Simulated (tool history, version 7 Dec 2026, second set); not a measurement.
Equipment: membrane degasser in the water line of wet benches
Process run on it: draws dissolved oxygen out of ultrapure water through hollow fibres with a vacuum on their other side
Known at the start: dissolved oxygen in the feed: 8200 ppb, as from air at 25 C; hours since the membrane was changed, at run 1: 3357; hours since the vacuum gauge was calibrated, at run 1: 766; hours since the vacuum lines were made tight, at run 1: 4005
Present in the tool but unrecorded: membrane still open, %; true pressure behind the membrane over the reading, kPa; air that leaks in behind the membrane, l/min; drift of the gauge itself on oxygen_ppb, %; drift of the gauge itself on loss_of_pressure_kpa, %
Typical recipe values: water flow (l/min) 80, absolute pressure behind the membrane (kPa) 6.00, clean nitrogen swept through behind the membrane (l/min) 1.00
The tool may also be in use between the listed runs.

run    hour  water flow (l/min)  absolute pressure behind the membrane (kPa)  clean nitrogen swept through behind the membrane (l/min)  hours since the membrane was changed  hours since the vacuum gauge was calibrated  hours since the vacuum lines were made tight  dissolved oxygen in the water behind the degasser (ppb)  pressure that the water loses in the fibres (kPa)
  1     0.0                  80                                         6.00                                                      1.00                                  3357                                          766                                          4005                                                    427.5                                              40.58
  2   118.1                  80                                         6.00                                                      1.00                                  3475                                          884                                          4123                                                    421.6                                              40.28
  3   198.6                  80                                         6.00                                                      1.00                                  3555                                          964                                          4203                                                    424.6                                              40.82
  4   351.8                  80                                         6.00                                                      0.49                                  3708                                         1118                                          4356                                                    609.6                                              40.35
  5   508.3                  80                                         6.00                                                      1.00                                  3865                                         1274                                          4513                                                    424.3                                              40.50
  6   646.2                  80                                         6.00                                                      1.00                                  4003                                         1412                                          4651                                                    429.4                                              40.67
  7   803.5                  80                                         6.00                                                      1.00                                  4160                                         1569                                          4808                                                    431.1                                              40.85
  8   918.6                  80                                         6.00                                                      1.00                                  4275                                         1684                                          4923                                                    428.5                                              41.02
  9  1036.8                  80                                         6.00                                                      1.00                                  4393                                         1803                                          5041                                                    433.7                                              40.90
 10  1175.8                  62                                         6.00                                                      1.00                                  4532                                         1942                                          5180                                                    355.0                                              31.82
     1231.0  -- seals of the vacuum lines changed
 11  1317.6                  80                                         6.00                                                      2.83                                  4672                                         2081                                            87                                                    231.7                                              40.69
 12  1384.8                  80                                         6.00                                                      2.83                                  4739                                         2149                                           154                                                    236.3                                              40.89
 13  1453.3                  80                                         6.00                                                      2.83                                  4808                                         2217                                           222                                                    233.3                                              41.23
 14  1558.0                  80                                         6.00                                                      0.41                                  4913                                         2322                                           327                                                    678.7                                              41.03
     1569.9  -- vacuum gauge calibrated
 15  1695.0                  80                                         6.00                                                      0.41                                  5049                                          125                                           463                                                    690.6                                              40.90
 16  1805.1                  80                                         6.00                                                      0.41                                  5159                                          235                                           574                                                    682.9                                              41.53
     1942.3  -- vacuum gauge calibrated, once more
 17  1954.2                  80                                         6.00                                                      0.41                                  5308                                           12                                           722                                                    666.8                                              41.07
 18  2046.9                  80                                         6.00                                                      0.41                                  5401                                          105                                           815                                                    651.5                                              41.31
 19  2150.4                 110                                         6.28                                                      2.30                                  5504                                          208                                           918                                                    380.7                                              56.25
 20  2300.2                 110                                         6.28                                                      2.30                                  5654                                          358                                          1068                                                    377.8                                              57.16
 21  2443.5                  49                                         4.36                                                      0.42                                  5797                                          501                                          1211                                                    228.6                                              25.35
 22  2540.6                  51                                         4.85                                                      0.85                                  5894                                          598                                          1309                                                    215.0                                              26.30
 23  2617.2                  51                                         4.85                                                      0.85                                  5971                                          675                                          1385                                                    213.0                                              26.41
 24  2769.4                  51                                         4.85                                                      0.85                                  6123                                          827                                          1537                                                    213.2                                              26.67
 25  2848.0                  51                                        14.83                                                      0.62                                  6202                                          906                                          1616                                                   1416.0                                              26.70
 26  2915.7                  67                                         4.57                                                      0.40                                  6269                                          973                                          1684                                                    337.0                                              34.83
 27  2982.6                  96                                         4.57                                                      0.40                                  6336                                         1040                                          1751                                                    415.9                                              50.12
 28  3095.5                  96                                         4.57                                                      0.40                                  6449                                         1153                                          1863                                                    422.8                                              50.02
 29  3204.2                  96                                         4.57                                                      0.40                                  6558                                         1262                                          1972                                                    426.0                                              49.98
 30  3294.6                  96                                         4.57                                                      0.40                                  6648                                         1352                                          2063                                                    423.2                                              50.06
 31  3395.3                  80                                         6.00                                                      2.66                                  6749                                         1453                                          2163                                                    246.5                                              41.76

Predict each of these 5 candidate next runs independently; none follows another, all start after run 31:
  A  3462.4                  80                                         6.59                                                      2.33                                  6816                                         1520                                          2230                                                        ?                                                  ?
  B  3462.4                  65                                         6.00                                                      0.58                                  6816                                         1520                                          2230                                                        ?                                                  ?
  C  3462.4                 111                                         6.35                                                      0.96                                  6816                                         1520                                          2230                                                        ?                                                  ?
  D  3462.4                  80                                         3.96                                                      1.00                                  6816                                         1520                                          2230                                                        ?                                                  ?
  E  3462.4                  72                                         4.22                                                      1.73                                  6816                                         1520                                          2230                                                        ?                                                  ?

run  dissolved oxygen in the water behind the degasser (ppb)  pressure that the water loses in the fibres (kPa)
  A                                                    302.5                                              41.47
  B                                                    510.2                                              33.79
  C                                                    626.4                                              57.77
  D                                                    178.3                                              41.77
  E                                                    148.4                                              37.44
Without the tool's hidden state the same runs would have given:
run  dissolved oxygen in the water behind the degasser (ppb)  pressure that the water loses in the fibres (kPa)
  A                                                    281.4                                              39.10
  B                                                    489.3                                              31.86
  C                                                    594.4                                              54.48
  D                                                    152.8                                              39.38
  E                                                    127.8                                              35.30
